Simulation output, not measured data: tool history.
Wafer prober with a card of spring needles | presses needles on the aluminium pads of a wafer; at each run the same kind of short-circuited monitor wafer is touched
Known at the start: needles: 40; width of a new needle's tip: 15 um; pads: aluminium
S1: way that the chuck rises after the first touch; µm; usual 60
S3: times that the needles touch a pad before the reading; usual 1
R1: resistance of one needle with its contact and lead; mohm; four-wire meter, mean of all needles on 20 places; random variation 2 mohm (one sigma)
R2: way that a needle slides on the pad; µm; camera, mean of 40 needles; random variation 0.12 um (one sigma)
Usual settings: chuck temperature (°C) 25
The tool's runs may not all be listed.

{"run": 1, "hour": 0.0, "S1": 60, "chuck temperature (°C)": 25, "S3": 1, "R1": 246, "R2": 6.81}
{"run": 2, "hour": 76.0, "S1": 60, "chuck temperature (°C)": 118, "S3": 1, "R1": 235, "R2": 8.22}
{"run": 3, "hour": 106.7, "S1": 50, "chuck temperature (°C)": 118, "S3": 1, "R1": 245, "R2": 6.53}
{"run": 4, "hour": 174.9, "S1": 50, "chuck temperature (°C)": 118, "S3": 1, "R1": 260, "R2": 6.16}
{"run": 5, "hour": 222.4, "S1": 60, "chuck temperature (°C)": 25, "S3": 2, "R1": 221, "R2": 7.52}
{"run": 6, "hour": 268.4, "S1": 60, "chuck temperature (°C)": 25, "S3": 1, "R1": 211, "R2": 7.55}
{"run": 7, "hour": 329.5, "S1": 60, "chuck temperature (°C)": 25, "S3": 1, "R1": 224, "R2": 7.09}
{"run": 8, "hour": 362.9, "S1": 60, "chuck temperature (°C)": 25, "S3": 1, "R1": 212, "R2": 7}
{"run": 9, "hour": 431.2, "S1": 60, "chuck temperature (°C)": 72, "S3": 1, "R1": 232, "R2": 6.77}
{"run": 10, "hour": 471.4, "S1": 50, "chuck temperature (°C)": 49, "S3": 1, "R1": 258, "R2": 5}
{"run": 11, "hour": 529.4, "S1": 60, "chuck temperature (°C)": 96, "S3": 1, "R1": 242, "R2": 6.54}
{"run": 12, "hour": 583.9, "S1": 47, "chuck temperature (°C)": 25, "S3": 1, "R1": 245, "R2": 6.32}
{"run": 13, "hour": 644.7, "S1": 44, "chuck temperature (°C)": 48, "S3": 2, "R1": 236, "R2": 5.76}
{"run": 14, "hour": 677.5, "S1": 77, "chuck temperature (°C)": 26, "S3": 2, "R1": 215, "R2": 10.07}
{"run": 15, "hour": 735.9, "S1": 77, "chuck temperature (°C)": 26, "S3": 2, "R1": 214, "R2": 9.64}

Not shown: 177 entries that the log had between the listed runs. Between which runs, and how does the tool's hidden state differ before and after?
Between runs 1 and 2: tips cleaned on abrasive film (hour 1.1); tips cleaned on abrasive film (hour 5); tips cleaned on abrasive film (hour 9.9); tips cleaned on abrasive film (hour 14.8); tips cleaned on abrasive film (hour 18.7); tips cleaned on abrasive film (hour 22.6); tips cleaned on abrasive film (hour 26.6); tips cleaned on abrasive film (hour 31.4); card fitted with new needles (hour 43.4); tips cleaned on abrasive film (hour 47.4); tips cleaned on abrasive film (hour 51.3); tips cleaned on abrasive film (hour 55.2); tips cleaned on abrasive film (hour 59.1); tips cleaned on abrasive film (hour 64); tips cleaned on abrasive film (hour 67.9); tips cleaned on abrasive film (hour 71.9); tips cleaned on abrasive film (hour 75.8)
  debris on the tips, nm: 43.9 -> 7.1; way that the needles fall short of the set height, um: 10.25 -> 0.94; tips' diameter, um: 23.46 -> 15.33
  measured less the result without the state, R1: +38 -> +2 mohm; R2: -1.41 -> -0.13 µm
Between runs 2 and 3: tips cleaned on abrasive film (hour 80); tips cleaned on abrasive film (hour 83.9); tips cleaned on abrasive film (hour 87.8); tips cleaned on abrasive film (hour 92.7); tips cleaned on abrasive film (hour 96.6); tips cleaned on abrasive film (hour 100.5); tips cleaned on abrasive film (hour 104.5)
  debris on the tips, nm: 7.1 -> 35.8; way that the needles fall short of the set height, um: 0.94 -> 1.63; tips' diameter, um: 15.33 -> 15.57
  measured less the result without the state, R1: +2 -> +14 mohm; R2: -0.13 -> -0.22 µm
Between runs 3 and 4: tips cleaned on abrasive film (hour 108.7); tips cleaned on abrasive film (hour 112.7); tips cleaned on abrasive film (hour 116.6); tips cleaned on abrasive film (hour 120.5); tips cleaned on abrasive film (hour 124.4); tips cleaned on abrasive film (hour 128.3); tips cleaned on abrasive film (hour 133.2); tips cleaned on abrasive film (hour 137.2); tips cleaned on abrasive film (hour 142); tips cleaned on abrasive film (hour 146.9); tips cleaned on abrasive film (hour 150.8); tips cleaned on abrasive film (hour 155.7); tips cleaned on abrasive film (hour 159.6); tips cleaned on abrasive film (hour 163.6); tips cleaned on abrasive film (hour 167.5); tips cleaned on abrasive film (hour 171.4)
  debris on the tips, nm: 35.8 -> 51.9; way that the needles fall short of the set height, um: 1.63 -> 3.45; tips' diameter, um: 15.57 -> 16.21
  measured less the result without the state, R1: +14 -> +23 mohm; R2: -0.22 -> -0.46 µm
Between runs 4 and 5: tips cleaned on abrasive film (hour 175.9); tips cleaned on abrasive film (hour 179.8); tips cleaned on abrasive film (hour 183.8); tips cleaned on abrasive film (hour 187.7); tips cleaned on abrasive film (hour 191.6); tips cleaned on abrasive film (hour 195.5); tips cleaned on abrasive film (hour 199.5); tips cleaned on abrasive film (hour 203.4); tips cleaned on abrasive film (hour 208.3); tips cleaned on abrasive film (hour 212.2); tips cleaned on abrasive film (hour 216.1); tips cleaned on abrasive film (hour 220)
  debris on the tips, nm: 51.9 -> 37.4; way that the needles fall short of the set height, um: 3.45 -> 4.81; tips' diameter, um: 16.21 -> 16.68
  measured less the result without the state, R1: +23 -> +10 mohm; R2: -0.46 -> -0.65 µm
Between runs 5 and 6: tips cleaned on abrasive film (hour 224.5); tips cleaned on abrasive film (hour 228.4); tips cleaned on abrasive film (hour 232.3); tips cleaned on abrasive film (hour 236.2); tips cleaned on abrasive film (hour 240.2); tips cleaned on abrasive film (hour 244.1); tips cleaned on abrasive film (hour 248); tips cleaned on abrasive film (hour 251.9); tips cleaned on abrasive film (hour 255.8); tips cleaned on abrasive film (hour 259.8); tips cleaned on abrasive film (hour 263.7); tips cleaned on abrasive film (hour 268.4)
  debris on the tips, nm: 37.4 -> 6; way that the needles fall short of the set height, um: 4.81 -> 6.18; tips' diameter, um: 16.68 -> 17.16
  measured less the result without the state, R1: +10 -> +4 mohm; R2: -0.65 -> -0.84 µm
Between runs 6 and 7: tips cleaned on abrasive film (hour 273.3); tips cleaned on abrasive film (hour 277.2); tips cleaned on abrasive film (hour 281.1); tips cleaned on abrasive film, once more (hour 282.2); tips cleaned on abrasive film (hour 286.1); tips cleaned on abrasive film (hour 290); tips cleaned on abrasive film (hour 294); tips cleaned on abrasive film (hour 297.9); tips cleaned on abrasive film (hour 301.8); tips cleaned on abrasive film (hour 306.7); tips cleaned on abrasive film (hour 311.6); tips cleaned on abrasive film (hour 315.5); tips cleaned on abrasive film (hour 319.4); tips cleaned on abrasive film (hour 323.3); tips cleaned on abrasive film (hour 328.2)
  debris on the tips, nm: 6 -> 24.6; way that the needles fall short of the set height, um: 6.18 -> 7.9; tips' diameter, um: 17.16 -> 17.76
  measured less the result without the state, R1: +4 -> +13 mohm; R2: -0.84 -> -1.08 µm
Between runs 7 and 8: tips cleaned on abrasive film (hour 332.5); tips cleaned on abrasive film (hour 336.4); tips cleaned on abrasive film (hour 340.3); tips cleaned on abrasive film (hour 345.2); tips cleaned on abrasive film (hour 350.1); tips cleaned on abrasive film (hour 354); tips cleaned on abrasive film (hour 358.9); tips cleaned on abrasive film (hour 362.9)
  debris on the tips, nm: 24.6 -> 3.2; way that the needles fall short of the set height, um: 7.9 -> 8.88; tips' diameter, um: 17.76 -> 18.11
  measured less the result without the state, R1: +13 -> +4 mohm; R2: -1.08 -> -1.21 µm
Between runs 8 and 9: tips cleaned on abrasive film (hour 366.8); tips cleaned on abrasive film (hour 370.8); tips cleaned on abrasive film (hour 374.7); tips cleaned on abrasive film (hour 378.6); tips cleaned on abrasive film (hour 382.5); tips cleaned on abrasive film (hour 386.5); tips cleaned on abrasive film (hour 390.4); tips cleaned on abrasive film (hour 394.3); tips cleaned on abrasive film (hour 399.2); tips cleaned on abrasive film (hour 403.1); tips cleaned on abrasive film (hour 407); tips cleaned on abrasive film (hour 411); tips cleaned on abrasive film (hour 414.9); tips cleaned on abrasive film (hour 418.8); tips cleaned on abrasive film (hour 422.7); tips cleaned on abrasive film (hour 426.7); tips cleaned on abrasive film (hour 430.6)
  debris on the tips, nm: 3.2 -> 15.5; way that the needles fall short of the set height, um: 8.88 -> 10.84; tips' diameter, um: 18.11 -> 18.79
  measured less the result without the state, R1: +4 -> +11 mohm; R2: -1.21 -> -1.49 µm
Between runs 9 and 10: tips cleaned on abrasive film (hour 435.1); tips cleaned on abrasive film (hour 440); tips cleaned on abrasive film (hour 443.9); tips cleaned on abrasive film (hour 447.8); tips cleaned on abrasive film (hour 451.8); tips cleaned on abrasive film (hour 455.7); tips cleaned on abrasive film (hour 460.6); tips cleaned on abrasive film (hour 464.5); tips cleaned on abrasive film (hour 468.4)
  debris on the tips, nm: 15.5 -> 44.5; way that the needles fall short of the set height, um: 10.84 -> 11.95; tips' diameter, um: 18.79 -> 19.18
  measured less the result without the state, R1: +11 -> +42 mohm; R2: -1.49 -> -1.62 µm
Between runs 10 and 11: tips cleaned on abrasive film (hour 472.5); tips cleaned on abrasive film (hour 476.4); tips cleaned on abrasive film (hour 480.3); tips cleaned on abrasive film (hour 484.3); tips cleaned on abrasive film (hour 488.2); tips cleaned on abrasive film (hour 493.1); tips cleaned on abrasive film (hour 497); tips cleaned on abrasive film (hour 501.9); tips cleaned on abrasive film (hour 506.8); tips cleaned on abrasive film (hour 510.7); tips cleaned on abrasive film (hour 515.6); tips cleaned on abrasive film (hour 519.5); tips cleaned on abrasive film (hour 523.4); tips cleaned on abrasive film (hour 528.3)
  debris on the tips, nm: 44.5 -> 23.7; way that the needles fall short of the set height, um: 11.95 -> 13.58; tips' diameter, um: 19.18 -> 19.75
  measured less the result without the state, R1: +42 -> +19 mohm; R2: -1.62 -> -1.88 µm
Between runs 11 and 12: tips cleaned on abrasive film (hour 532.4); tips cleaned on abrasive film (hour 537.3); tips cleaned on abrasive film (hour 541.2); tips cleaned on abrasive film (hour 546.1); tips cleaned on abrasive film (hour 550); tips cleaned on abrasive film (hour 553.9); tips cleaned on abrasive film (hour 557.9); height of the first contact set anew (hour 558.2); tips cleaned on abrasive film (hour 563); tips cleaned on abrasive film (hour 567.9); tips cleaned on abrasive film (hour 571.8); tips cleaned on abrasive film (hour 575.8); tips cleaned on abrasive film (hour 580.6)
  debris on the tips, nm: 23.7 -> 46.7; way that the needles fall short of the set height, um: 13.58 -> 0.68; tips' diameter, um: 19.75 -> 20.31
  measured less the result without the state, R1: +19 -> +34 mohm; R2: -1.88 -> -0.09 µm
Between runs 12 and 13: tips cleaned on abrasive film (hour 584.9); tips cleaned on abrasive film (hour 588.8); tips cleaned on abrasive film (hour 592.8); tips cleaned on abrasive film (hour 596.7); tips cleaned on abrasive film (hour 601.6); tips cleaned on abrasive film (hour 605.5); tips cleaned on abrasive film (hour 609.4); tips cleaned on abrasive film (hour 613.4); tips cleaned on abrasive film (hour 617.3); tips cleaned on abrasive film (hour 622.2); tips cleaned on abrasive film (hour 627); tips cleaned on abrasive film (hour 631); tips cleaned on abrasive film (hour 634.9); tips cleaned on abrasive film (hour 639.8); tips cleaned on abrasive film (hour 643.7)
  debris on the tips, nm: 46.7 -> 24.1; way that the needles fall short of the set height, um: 0.68 -> 2.26; tips' diameter, um: 20.31 -> 20.86
  measured less the result without the state, R1: +34 -> +16 mohm; R2: -0.09 -> -0.31 µm
Between runs 13 and 14: tips cleaned on abrasive film (hour 647.7); tips cleaned on abrasive film (hour 651.6); tips cleaned on abrasive film (hour 655.5); tips cleaned on abrasive film (hour 659.4); tips cleaned on abrasive film (hour 664.3); tips cleaned on abrasive film (hour 668.2); tips cleaned on abrasive film (hour 672.2); tips cleaned on abrasive film (hour 676.1)
  debris on the tips, nm: 24.1 -> 22.2; way that the needles fall short of the set height, um: 2.26 -> 3.15; tips' diameter, um: 20.86 -> 21.17
  measured less the result without the state, R1: +16 -> +6 mohm; R2: -0.31 -> -0.43 µm
Between runs 14 and 15: tips cleaned on abrasive film (hour 680.5); tips cleaned on abrasive film (hour 684.4); tips cleaned on abrasive film (hour 689.3); tips cleaned on abrasive film (hour 693.2); tips cleaned on abrasive film (hour 697.1); tips cleaned on abrasive film (hour 701); tips cleaned on abrasive film (hour 705.9); tips cleaned on abrasive film (hour 710.8); tips cleaned on abrasive film (hour 714.7); tips cleaned on abrasive film (hour 718.7); tips cleaned on abrasive film (hour 723.5); tips cleaned on abrasive film (hour 727.5); tips cleaned on abrasive film (hour 731.4); tips cleaned on abrasive film (hour 735.3)
  debris on the tips, nm: 22.2 -> 11.3; way that the needles fall short of the set height, um: 3.15 -> 4.88; tips' diameter, um: 21.17 -> 21.77
  measured less the result without the state, R1: +6 -> +5 mohm; R2: -0.43 -> -0.65 µm

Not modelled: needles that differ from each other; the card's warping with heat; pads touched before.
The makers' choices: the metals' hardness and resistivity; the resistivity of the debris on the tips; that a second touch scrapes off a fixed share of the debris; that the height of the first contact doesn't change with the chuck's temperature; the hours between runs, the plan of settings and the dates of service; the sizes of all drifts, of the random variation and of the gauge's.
